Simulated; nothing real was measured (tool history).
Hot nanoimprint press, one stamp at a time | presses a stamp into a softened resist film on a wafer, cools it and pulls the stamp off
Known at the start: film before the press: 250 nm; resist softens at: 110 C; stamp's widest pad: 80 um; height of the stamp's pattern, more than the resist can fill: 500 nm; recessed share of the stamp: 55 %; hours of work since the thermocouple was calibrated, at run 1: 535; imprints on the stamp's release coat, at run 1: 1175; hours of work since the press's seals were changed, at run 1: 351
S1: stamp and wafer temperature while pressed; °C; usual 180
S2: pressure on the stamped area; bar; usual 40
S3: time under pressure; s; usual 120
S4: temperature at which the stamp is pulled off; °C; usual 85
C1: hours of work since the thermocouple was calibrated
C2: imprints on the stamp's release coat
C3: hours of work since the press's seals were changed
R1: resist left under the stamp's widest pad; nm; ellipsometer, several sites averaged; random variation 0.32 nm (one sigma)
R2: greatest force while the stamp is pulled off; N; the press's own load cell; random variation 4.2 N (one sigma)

run,hour,S1,S2,S3,S4,C1,C2,C3,R1,R2
1,0,180,40,120,85,535,1175,351,84.3,270
2,13.6,180,40,120,85,543,1212,359,84.6,284
# hour 25.8: stamp cleaned and given a new release coat
# hour 30.1: plate thermocouple calibrated
3,32.7,180,40,120,85,2,11,365,89.9,201
4,46.1,180,59,120,85,9,47,373,71.9,208
5,56.2,180,58.8,120,85,15,74,379,72.1,208
6,75,180,40,221,85,27,125,390,72.6,218
7,84.8,180,40,221,85,32,152,396,72.8,214
8,94.4,181,40,120,85,38,178,402,86.3,215
9,112.1,181,40,120,85,48,226,412,86.6,209
10,122.8,181,40,120,85,55,255,419,86.4,219

Forecast run 11:
11,130.9,171,49.2,103,72,60,277,423,?,?

{"run 11": {"R1": 121.7, "R2": 271}}
Without the tool's hidden state the same run would have given R1 118.8 nm, R2 248 N.
